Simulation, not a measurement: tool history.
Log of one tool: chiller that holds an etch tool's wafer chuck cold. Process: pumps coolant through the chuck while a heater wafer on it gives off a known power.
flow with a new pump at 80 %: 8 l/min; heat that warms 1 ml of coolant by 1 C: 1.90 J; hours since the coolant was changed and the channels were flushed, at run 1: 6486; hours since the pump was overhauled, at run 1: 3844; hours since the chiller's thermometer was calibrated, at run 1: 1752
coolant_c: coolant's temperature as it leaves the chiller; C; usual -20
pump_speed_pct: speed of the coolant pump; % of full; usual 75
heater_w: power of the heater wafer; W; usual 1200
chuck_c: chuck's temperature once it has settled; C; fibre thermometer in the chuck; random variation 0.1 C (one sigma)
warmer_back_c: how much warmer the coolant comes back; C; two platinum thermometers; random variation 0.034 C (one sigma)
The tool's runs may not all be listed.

run,hour,coolant_c,pump_speed_pct,heater_w,hours since the coolant was changed and the channels were flushed,hours since the pump was overhauled,hours since the chiller's thermometer was calibrated,chuck_c,warmer_back_c
1,0.0,-20,75,1200,6486,3844,1752,-8.2,5.57
2,72.7,-20,75,1200,6559,3917,1825,-8.0,5.54
3,181.5,-20,75,1200,6667,4026,1933,-8.0,5.54
4,255.0,-15,75,1200,6741,4099,2007,-3.0,5.61
5,360.7,-20,75,1200,6847,4205,2113,-7.9,5.58
6,425.7,-20,75,1200,6912,4270,2178,-7.9,5.71
7,525.5,-16,75,1200,7011,4370,2277,-3.8,5.61
# hour 582.5: coolant changed, channels flushed
8,633.5,-16,75,1200,51,4472,2379,-5.3,5.58
9,713.0,-16,75,1200,131,4551,2459,-5.4,5.63
10,765.6,-20,75,1200,183,4604,2511,-9.3,5.68
11,821.8,-20,75,1200,239,4660,2568,-9.5,5.61
12,927.3,-20,75,789,345,4765,2673,-13.1,3.72
13,1028.0,-20,75,789,446,4866,2774,-13.0,3.76
# hour 1131.3: chiller's thermometer calibrated
14,1133.4,-20,75,789,550,4971,2,-12.7,3.76
15,1229.3,-20,75,789,646,5066,98,-12.8,3.78
16,1290.4,-20,75,675,707,5127,159,-13.5,3.19
17,1379.6,-22,75,675,796,5217,248,-15.9,3.24
18,1436.0,-14,77,1200,853,5273,305,-3.1,5.61
19,1491.4,-10,77,1200,908,5328,360,0.8,5.56
20,1547.4,-26,83,1270,964,5384,416,-15.4,5.48
21,1620.4,-20,78,1126,1037,5457,489,-9.9,5.19
22,1736.5,-19,78,1368,1153,5574,605,-6.5,6.31
23,1814.2,-14,78,1368,1231,5651,683,-1.7,6.33
24,1896.0,-13,78,1368,1312,5733,765,-0.5,6.35
25,1949.6,-13,78,1368,1366,5787,818,-0.4,6.33
26,2053.9,-13,78,1368,1470,5891,923,-0.5,6.43
27,2142.1,-25,81,1227,1559,5979,1011,-14.2,5.53
28,2241.8,-25,81,1227,1658,6079,1110,-14.0,5.57
29,2293.6,-25,81,1227,1710,6131,1162,-14.1,5.56
30,2372.4,-24,69,1200,1789,6209,1241,-11.5,6.42
31,2473.1,-24,69,1200,1890,6310,1342,-11.4,6.35

Forecast each of these 4 alternatives for the next run:
A,2591.4,-24,69,1596,2008,6429,1460,?,?
B,2591.4,-24,69,668,2008,6429,1460,?,?
C,2591.4,-25,64,1574,2008,6429,1460,?,?
D,2591.4,-24,87,1699,2008,6429,1460,?,?

run,chuck_c,warmer_back_c
A,-7.2,8.53
B,-17.0,3.52
C,-7.0,9.09
D,-9.8,7.18
Without the tool's hidden state the same runs would have given:
run,chuck_c,warmer_back_c
A,-9.8,7.32
B,-18.0,3.02
C,-9.7,7.81
D,-11.9,6.16

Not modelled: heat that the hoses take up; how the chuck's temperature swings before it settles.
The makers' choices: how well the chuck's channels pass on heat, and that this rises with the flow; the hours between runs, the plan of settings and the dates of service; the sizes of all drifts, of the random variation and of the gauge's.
